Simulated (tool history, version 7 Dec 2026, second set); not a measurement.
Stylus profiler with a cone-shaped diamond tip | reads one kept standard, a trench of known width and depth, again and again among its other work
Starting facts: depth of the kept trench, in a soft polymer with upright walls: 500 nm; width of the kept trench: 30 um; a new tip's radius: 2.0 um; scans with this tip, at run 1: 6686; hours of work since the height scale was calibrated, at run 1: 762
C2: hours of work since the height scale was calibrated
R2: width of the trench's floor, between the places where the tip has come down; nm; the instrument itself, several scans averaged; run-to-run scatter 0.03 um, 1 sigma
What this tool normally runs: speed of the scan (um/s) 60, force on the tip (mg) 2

run 1 hour=0 | speed_of_the_scan_(um/s)=60 force_on_the_tip_(mg)=2 | scans_with_this_tip=6686 C2=762 | depth_of_the_trench_(nm)=507.49 R2=25930
run 2 hour=34.6 | speed_of_the_scan_(um/s)=60 force_on_the_tip_(mg)=2 | scans_with_this_tip=6844 C2=780 | depth_of_the_trench_(nm)=507.23 R2=25870
run 3 hour=70.2 | speed_of_the_scan_(um/s)=60 force_on_the_tip_(mg)=3.72 | scans_with_this_tip=7006 C2=798 | depth_of_the_trench_(nm)=511.06 R2=25910
run 4 hour=98.2 | speed_of_the_scan_(um/s)=60 force_on_the_tip_(mg)=3.72 | scans_with_this_tip=7133 C2=813 | depth_of_the_trench_(nm)=510.93 R2=25960
run 5 hour=131 | speed_of_the_scan_(um/s)=60 force_on_the_tip_(mg)=3.72 | scans_with_this_tip=7283 C2=830 | depth_of_the_trench_(nm)=510.98 R2=25980
run 6 hour=154.1 | speed_of_the_scan_(um/s)=60 force_on_the_tip_(mg)=3.72 | scans_with_this_tip=7388 C2=841 | depth_of_the_trench_(nm)=510.83 R2=25930
run 7 hour=174.2 | speed_of_the_scan_(um/s)=60 force_on_the_tip_(mg)=3.72 | scans_with_this_tip=7479 C2=852 | depth_of_the_trench_(nm)=510.88 R2=25890
run 8 hour=194.3 | speed_of_the_scan_(um/s)=60 force_on_the_tip_(mg)=3.72 | scans_with_this_tip=7571 C2=862 | depth_of_the_trench_(nm)=510.98 R2=25920
run 9 hour=220.9 | speed_of_the_scan_(um/s)=60 force_on_the_tip_(mg)=3.72 | scans_with_this_tip=7692 C2=876 | depth_of_the_trench_(nm)=510.82 R2=25940
run 10 hour=249.2 | speed_of_the_scan_(um/s)=60 force_on_the_tip_(mg)=3.72 | scans_with_this_tip=7821 C2=891 | depth_of_the_trench_(nm)=511.22 R2=25890
run 11 hour=283.9 | speed_of_the_scan_(um/s)=60 force_on_the_tip_(mg)=2 | scans_with_this_tip=7978 C2=909 | depth_of_the_trench_(nm)=507.49 R2=25760
run 12 hour=305.4 | speed_of_the_scan_(um/s)=60 force_on_the_tip_(mg)=2 | scans_with_this_tip=8076 C2=920 | depth_of_the_trench_(nm)=507.6 R2=25680
run 13 hour=323 | speed_of_the_scan_(um/s)=60 force_on_the_tip_(mg)=2 | scans_with_this_tip=8156 C2=929 | depth_of_the_trench_(nm)=507.53 R2=25720
run 14 hour=357.9 | speed_of_the_scan_(um/s)=60 force_on_the_tip_(mg)=3.1 | scans_with_this_tip=8315 C2=947 | depth_of_the_trench_(nm)=510.08 R2=25760
run 15 hour=379.8 | speed_of_the_scan_(um/s)=60 force_on_the_tip_(mg)=2 | scans_with_this_tip=8415 C2=958 | depth_of_the_trench_(nm)=507.57 R2=25680
run 16 hour=409.4 | speed_of_the_scan_(um/s)=60 force_on_the_tip_(mg)=2 | scans_with_this_tip=8550 C2=974 | depth_of_the_trench_(nm)=507.63 R2=25630
run 17 hour=444 | speed_of_the_scan_(um/s)=60 force_on_the_tip_(mg)=2 | scans_with_this_tip=8707 C2=992 | depth_of_the_trench_(nm)=507.65 R2=25610
run 18 hour=471.7 | speed_of_the_scan_(um/s)=60 force_on_the_tip_(mg)=2 | scans_with_this_tip=8833 C2=1006 | depth_of_the_trench_(nm)=507.86 R2=25690
run 19 hour=505.2 | speed_of_the_scan_(um/s)=60 force_on_the_tip_(mg)=2 | scans_with_this_tip=8986 C2=1024 | depth_of_the_trench_(nm)=507.73 R2=25590
run 20 hour=526 | speed_of_the_scan_(um/s)=60 force_on_the_tip_(mg)=2 | scans_with_this_tip=9080 C2=1034 | depth_of_the_trench_(nm)=507.71 R2=25600
run 21 hour=561.5 | speed_of_the_scan_(um/s)=60 force_on_the_tip_(mg)=2 | scans_with_this_tip=9242 C2=1053 | depth_of_the_trench_(nm)=507.81 R2=25520
run 22 hour=581.3 | speed_of_the_scan_(um/s)=17 force_on_the_tip_(mg)=2 | scans_with_this_tip=9332 C2=1063 | depth_of_the_trench_(nm)=507.85 R2=25870
-- hour=584.8 height scale calibrated on a step standard
run 23 hour=601.2 | speed_of_the_scan_(um/s)=104 force_on_the_tip_(mg)=5.27 | scans_with_this_tip=9420 C2=8 | depth_of_the_trench_(nm)=514.07 R2=25560
run 24 hour=626.2 | speed_of_the_scan_(um/s)=104 force_on_the_tip_(mg)=5.27 | scans_with_this_tip=9534 C2=21 | depth_of_the_trench_(nm)=514.22 R2=25530
run 25 hour=643 | speed_of_the_scan_(um/s)=104 force_on_the_tip_(mg)=5.27 | scans_with_this_tip=9611 C2=30 | depth_of_the_trench_(nm)=513.83 R2=25550
run 26 hour=659.4 | speed_of_the_scan_(um/s)=220 force_on_the_tip_(mg)=4.76 | scans_with_this_tip=9685 C2=39 | depth_of_the_trench_(nm)=513.03 R2=25060
run 27 hour=694.5 | speed_of_the_scan_(um/s)=211 force_on_the_tip_(mg)=1.01 | scans_with_this_tip=9845 C2=57 | depth_of_the_trench_(nm)=505.47 R2=24110
-- hour=717.8 new tip fitted, height scale calibrated
run 28 hour=720.4 | speed_of_the_scan_(um/s)=211 force_on_the_tip_(mg)=1.01 | scans_with_this_tip=12 C2=1 | depth_of_the_trench_(nm)=503.86 R2=25540
run 29 hour=756.5 | speed_of_the_scan_(um/s)=74 force_on_the_tip_(mg)=2.18 | scans_with_this_tip=176 C2=20 | depth_of_the_trench_(nm)=506.97 R2=26830
-- hour=764.9 height scale calibrated on a step standard, once more
run 30 hour=786.2 | speed_of_the_scan_(um/s)=97 force_on_the_tip_(mg)=1.6 | scans_with_this_tip=309 C2=11 | depth_of_the_trench_(nm)=505.89 R2=26650
run 31 hour=806.7 | speed_of_the_scan_(um/s)=97 force_on_the_tip_(mg)=1.6 | scans_with_this_tip=402 C2=22 | depth_of_the_trench_(nm)=505.85 R2=26580
run 32 hour=830.3 | speed_of_the_scan_(um/s)=17 force_on_the_tip_(mg)=1.6 | scans_with_this_tip=510 C2=34 | depth_of_the_trench_(nm)=506.12 R2=27120
run 33 hour=851.8 | speed_of_the_scan_(um/s)=17 force_on_the_tip_(mg)=1.6 | scans_with_this_tip=608 C2=45 | depth_of_the_trench_(nm)=505.72 R2=27140
run 34 hour=876.3 | speed_of_the_scan_(um/s)=17 force_on_the_tip_(mg)=1.6 | scans_with_this_tip=719 C2=58 | depth_of_the_trench_(nm)=505.9 R2=27120
run 35 hour=908.6 | speed_of_the_scan_(um/s)=225 force_on_the_tip_(mg)=1.6 | scans_with_this_tip=866 C2=75 | depth_of_the_trench_(nm)=505.89 R2=25680
run 36 hour=942.8 | speed_of_the_scan_(um/s)=28 force_on_the_tip_(mg)=1.83 | scans_with_this_tip=1022 C2=92 | depth_of_the_trench_(nm)=506.44 R2=26970
run 37 hour=962.7 | speed_of_the_scan_(um/s)=60 force_on_the_tip_(mg)=2.06 | scans_with_this_tip=1112 C2=103 | depth_of_the_trench_(nm)=507 R2=26740
run 38 hour=984.1 | speed_of_the_scan_(um/s)=20 force_on_the_tip_(mg)=2 | scans_with_this_tip=1210 C2=114 | depth_of_the_trench_(nm)=506.91 R2=27010

Alternative continuations, all from the tool just after run 38; predict every row:
run A hour=1010.3 | speed_of_the_scan_(um/s)=58 force_on_the_tip_(mg)=3.32 | scans_with_this_tip=1329 C2=127 | depth_of_the_trench_(nm)=? R2=?
run B hour=1010.3 | speed_of_the_scan_(um/s)=20 force_on_the_tip_(mg)=4.13 | scans_with_this_tip=1329 C2=127 | depth_of_the_trench_(nm)=? R2=?
run C hour=1010.3 | speed_of_the_scan_(um/s)=82 force_on_the_tip_(mg)=5.82 | scans_with_this_tip=1329 C2=127 | depth_of_the_trench_(nm)=? R2=?

run=A depth_of_the_trench_(nm)=509.66 R2=26840
run=B depth_of_the_trench_(nm)=511.38 R2=27020
run=C depth_of_the_trench_(nm)=513.65 R2=26760
The same runs, with their run-to-run variation unchanged, on a tool lacking any hidden condition would have given:
run=A depth_of_the_trench_(nm)=509.36 R2=27100
run=B depth_of_the_trench_(nm)=511.08 R2=27280
run=C depth_of_the_trench_(nm)=513.35 R2=27020
